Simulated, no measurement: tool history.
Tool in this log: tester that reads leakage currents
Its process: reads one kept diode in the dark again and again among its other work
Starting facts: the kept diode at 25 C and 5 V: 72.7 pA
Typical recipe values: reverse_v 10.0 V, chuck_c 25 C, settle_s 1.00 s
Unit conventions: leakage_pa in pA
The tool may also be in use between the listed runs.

run,day,reverse_v,chuck_c,settle_s,leakage_pa
1,0.000,10.0,25,1.00,110.11
2,1.396,10.0,25,1.00,110.37
# day 2.342: probe card cleaned and baked
3,3.125,10.0,25,4.92,97.80
4,4.404,1.1,25,1.00,43.62
5,5.762,1.1,25,1.00,43.91
6,6.942,1.1,25,1.00,43.73
7,8.479,1.1,25,1.00,43.70
8,10.242,1.1,25,1.00,43.70
9,11.808,1.1,25,1.00,43.97
10,13.304,1.1,25,1.00,43.88
11,15.092,1.5,25,1.00,49.41
12,16.604,10.0,25,5.07,100.30
13,17.858,10.0,25,5.07,99.89
14,18.908,5.8,25,1.00,82.89
15,20.850,5.8,25,1.00,83.40
16,21.921,5.8,25,4.12,81.99
17,23.950,5.8,25,4.12,82.14
18,25.179,5.8,25,4.12,82.57
19,26.183,10.0,25,4.46,101.38
20,27.371,10.0,25,4.46,102.14
21,28.617,17.7,25,0.94,130.65
22,30.304,17.7,25,0.94,131.11
23,32.321,17.7,25,0.94,131.85
# day 32.542: chuck's temperature calibrated
24,34.442,10.0,24,4.58,96.56
25,35.458,10.0,24,4.58,96.55
26,36.458,10.0,25,9.26,104.91
27,37.446,10.0,25,9.26,105.23
28,38.817,10.0,29,3.38,149.31
29,40.642,10.0,50,3.22,804.15
# day 41.342: chuck's temperature calibrated, once more
30,41.754,10.0,51,1.61,803.95
31,43.388,10.0,51,1.61,806.86
32,44.438,1.3,32,1.00,82.37
33,45.917,1.9,25,9.24,51.44
34,47.858,10.0,60,1.00,1564.57
35,49.100,5.1,60,1.58,1219.80
36,50.733,5.1,60,1.58,1222.84
37,52.075,1.7,33,3.13,100.04
38,53.142,10.0,25,0.36,104.48
39,54.533,10.0,26,1.00,109.97

Branching from run 39: 5 alternative next runs. What would each branch give?
A,56.121,12.7,41,1.00,?
B,56.121,1.9,21,3.62,?
C,56.121,10.0,22,1.18,?
D,56.121,10.0,23,2.00,?
E,56.121,10.0,26,1.00,?

run,leakage_pa
A,409.80
B,36.67
C,78.59
D,84.33
E,110.19
Take away the tool's hidden state, keep each run's random variation, and the runs would have read:
run,leakage_pa
A,402.28
B,35.65
C,73.63
D,79.37
E,105.11
